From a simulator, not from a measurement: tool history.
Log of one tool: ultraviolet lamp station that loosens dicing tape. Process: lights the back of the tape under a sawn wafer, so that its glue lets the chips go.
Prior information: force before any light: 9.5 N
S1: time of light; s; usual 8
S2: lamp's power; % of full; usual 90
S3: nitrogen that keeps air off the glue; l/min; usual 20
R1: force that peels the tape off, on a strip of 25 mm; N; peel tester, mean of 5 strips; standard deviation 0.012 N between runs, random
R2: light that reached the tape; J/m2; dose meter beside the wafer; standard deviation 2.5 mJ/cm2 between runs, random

| run | hour | S1 | S2 | S3 | R1 | R2 |
|---|---|---|---|---|---|---|
| 1 | 0 | 8 | 90 | 20 | 1.042 | 2070 |
| 2 | 73.9 | 8 | 90 | 20 | 1.118 | 2010 |
| 3 | 159.5 | 8 | 90 | 35 | 0.901 | 1880 |
| 4 | 224.7 | 8 | 79 | 20 | 1.779 | 1550 |
|  | 263 | window cleaned of glue's vapour |
| 5 | 289 | 8 | 79 | 29 | 1.642 | 1440 |
| 6 | 356.4 | 7 | 79 | 10 | 3.724 | 1160 |
| 7 | 403.2 | 7 | 90 | 10 | 3.361 | 1250 |
| 8 | 464.5 | 5 | 90 | 20 | 3.679 | 860 |
| 9 | 525.1 | 11 | 90 | 10 | 2.228 | 1800 |

Run 10 is up next; what results do you expect?
|  | 533.6 | window cleaned of glue's vapour, once more |
| 10 | 605.1 | 10 | 93 | 6 | ? | ? |

Run 10 gave R1 2.378 N, R2 2140 J/m2.
On a tool with no hidden condition, and with the same random variation, this run would have come out at R1 0.924 N, R2 3720 J/m2.

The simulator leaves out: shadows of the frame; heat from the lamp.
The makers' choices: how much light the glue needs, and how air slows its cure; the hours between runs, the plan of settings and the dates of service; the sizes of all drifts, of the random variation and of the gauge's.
